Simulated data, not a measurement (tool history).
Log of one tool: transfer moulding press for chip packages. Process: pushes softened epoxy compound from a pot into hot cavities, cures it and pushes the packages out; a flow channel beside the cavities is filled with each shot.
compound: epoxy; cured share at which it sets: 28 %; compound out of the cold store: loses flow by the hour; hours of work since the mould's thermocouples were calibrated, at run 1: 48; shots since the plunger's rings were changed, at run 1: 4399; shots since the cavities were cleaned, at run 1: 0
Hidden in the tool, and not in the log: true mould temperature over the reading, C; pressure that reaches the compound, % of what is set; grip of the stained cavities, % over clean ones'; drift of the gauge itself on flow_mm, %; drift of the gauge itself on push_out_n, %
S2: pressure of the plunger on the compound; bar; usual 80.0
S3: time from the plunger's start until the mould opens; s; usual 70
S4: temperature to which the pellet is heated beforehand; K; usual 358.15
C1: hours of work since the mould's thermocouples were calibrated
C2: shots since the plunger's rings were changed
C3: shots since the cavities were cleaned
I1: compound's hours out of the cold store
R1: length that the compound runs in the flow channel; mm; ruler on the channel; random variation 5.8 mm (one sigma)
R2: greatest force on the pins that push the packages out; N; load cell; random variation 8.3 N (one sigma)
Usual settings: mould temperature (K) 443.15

run 1 hour=0.0 | mould_temperature_(K)=443.15 S2=80.0 S3=70 S4=358.15 | C1=48 C2=4399 C3=0 | I1=10.9 | R1=727 R2=356
run 2 hour=8.4 | mould_temperature_(K)=443.15 S2=80.0 S3=70 S4=358.15 | C1=52 C2=4479 C3=80 | I1=44.4 | R1=616 R2=338
run 3 hour=20.5 | mould_temperature_(K)=443.15 S2=80.0 S3=70 S4=358.15 | C1=57 C2=4594 C3=195 | I1=28.8 | R1=669 R2=381
run 4 hour=31.2 | mould_temperature_(K)=443.15 S2=80.0 S3=70 S4=358.15 | C1=62 C2=4696 C3=297 | I1=36.7 | R1=640 R2=390
run 5 hour=38.4 | mould_temperature_(K)=443.15 S2=80.0 S3=70 S4=358.15 | C1=65 C2=4764 C3=365 | I1=45.3 | R1=617 R2=392
run 6 hour=49.3 | mould_temperature_(K)=443.15 S2=80.0 S3=70 S4=358.15 | C1=70 C2=4868 C3=469 | I1=27.7 | R1=663 R2=417
run 7 hour=62.0 | mould_temperature_(K)=443.15 S2=80.0 S3=70 S4=358.15 | C1=76 C2=4989 C3=590 | I1=8.9 | R1=731 R2=471
run 8 hour=74.7 | mould_temperature_(K)=443.15 S2=80.0 S3=70 S4=358.15 | C1=81 C2=5110 C3=711 | I1=34.3 | R1=648 R2=416
run 9 hour=80.6 | mould_temperature_(K)=443.15 S2=80.0 S3=70 S4=358.15 | C1=84 C2=5165 C3=766 | I1=28.5 | R1=654 R2=439
run 10 hour=88.2 | mould_temperature_(K)=443.15 S2=80.0 S3=70 S4=358.15 | C1=87 C2=5238 C3=839 | I1=41.9 | R1=617 R2=460
-- hour=90.8 cavities cleaned with cleaning compound and waxed
run 11 hour=101.3 | mould_temperature_(K)=443.15 S2=80.0 S3=70 S4=358.15 | C1=92 C2=5348 C3=100 | I1=15.5 | R1=705 R2=496
run 12 hour=108.7 | mould_temperature_(K)=443.15 S2=80.0 S3=70 S4=358.15 | C1=95 C2=5418 C3=170 | I1=18.4 | R1=697 R2=517
run 13 hour=116.8 | mould_temperature_(K)=443.15 S2=88.2 S3=70 S4=358.15 | C1=99 C2=5495 C3=247 | I1=37.2 | R1=649 R2=484
run 14 hour=125.5 | mould_temperature_(K)=443.15 S2=88.2 S3=70 S4=358.15 | C1=103 C2=5578 C3=330 | I1=9.7 | R1=750 R2=513
run 15 hour=131.4 | mould_temperature_(K)=443.15 S2=80.0 S3=70 S4=354.15 | C1=105 C2=5634 C3=386 | I1=15.9 | R1=696 R2=544
run 16 hour=140.9 | mould_temperature_(K)=443.15 S2=80.0 S3=70 S4=354.15 | C1=109 C2=5724 C3=476 | I1=19.9 | R1=692 R2=540
-- hour=150.8 cavities cleaned with cleaning compound and waxed, once more
run 17 hour=153.7 | mould_temperature_(K)=443.15 S2=80.0 S3=70 S4=354.15 | C1=114 C2=5831 C3=26 | I1=12.4 | R1=718 R2=374
run 18 hour=161.9 | mould_temperature_(K)=443.15 S2=61.7 S3=70 S4=350.15 | C1=118 C2=5910 C3=105 | I1=10.0 | R1=635 R2=401
run 19 hour=169.7 | mould_temperature_(K)=443.15 S2=61.7 S3=53 S4=350.15 | C1=121 C2=5984 C3=179 | I1=17.2 | R1=601 R2=831
run 20 hour=177.9 | mould_temperature_(K)=447.15 S2=99.0 S3=92 S4=358.15 | C1=125 C2=6062 C3=257 | I1=18.8 | R1=756 R2=273
run 21 hour=189.8 | mould_temperature_(K)=447.15 S2=99.0 S3=92 S4=358.15 | C1=130 C2=6175 C3=370 | I1=37.9 | R1=683 R2=270
run 22 hour=200.9 | mould_temperature_(K)=447.15 S2=72.7 S3=63 S4=360.15 | C1=135 C2=6281 C3=476 | I1=31.2 | R1=597 R2=406
run 23 hour=210.0 | mould_temperature_(K)=437.15 S2=80.0 S3=84 S4=357.15 | C1=139 C2=6367 C3=562 | I1=41.9 | R1=630 R2=423
run 24 hour=220.2 | mould_temperature_(K)=437.15 S2=78.3 S3=84 S4=357.15 | C1=143 C2=6464 C3=659 | I1=16.1 | R1=712 R2=471
run 25 hour=231.3 | mould_temperature_(K)=443.15 S2=91.4 S3=107 S4=355.15 | C1=148 C2=6569 C3=764 | I1=37.0 | R1=666 R2=318
-- hour=240.8 cavities cleaned with cleaning compound and waxed
run 26 hour=242.3 | mould_temperature_(K)=443.15 S2=83.2 S3=60 S4=367.15 | C1=152 C2=6660 C3=14 | I1=29.6 | R1=649 R2=472
run 27 hour=249.2 | mould_temperature_(K)=443.15 S2=83.2 S3=60 S4=367.15 | C1=155 C2=6726 C3=80 | I1=40.3 | R1=623 R2=486
run 28 hour=255.6 | mould_temperature_(K)=443.15 S2=94.8 S3=93 S4=367.15 | C1=158 C2=6787 C3=141 | I1=43.0 | R1=655 R2=255
run 29 hour=265.4 | mould_temperature_(K)=443.15 S2=76.5 S3=70 S4=364.15 | C1=162 C2=6879 C3=233 | I1=14.5 | R1=676 R2=394

3 ways to go on from here, each from the tool as it stands after run 29. What would each give?
-- hour=270.6 plunger's sealing rings changed
run A hour=276.0 | mould_temperature_(K)=451.15 S2=73.0 S3=70 S4=358.15 | C1=166 C2=51 C3=310 | I1=8.3 | R1=? R2=?
-- hour=270.6 plunger's sealing rings changed
run B hour=276.0 | mould_temperature_(K)=443.15 S2=80.0 S3=70 S4=365.15 | C1=166 C2=51 C3=310 | I1=12.6 | R1=? R2=?
-- hour=270.6 plunger's sealing rings changed
run C hour=276.0 | mould_temperature_(K)=443.15 S2=76.5 S3=91 S4=364.15 | C1=166 C2=51 C3=310 | I1=36.4 | R1=? R2=?

run=A R1=719 R2=296
run=B R1=755 R2=391
run=C R1=658 R2=282
Without the tool's hidden state the same runs would have given:
run=A R1=721 R2=252
run=B R1=757 R2=340
run=C R1=659 R2=240
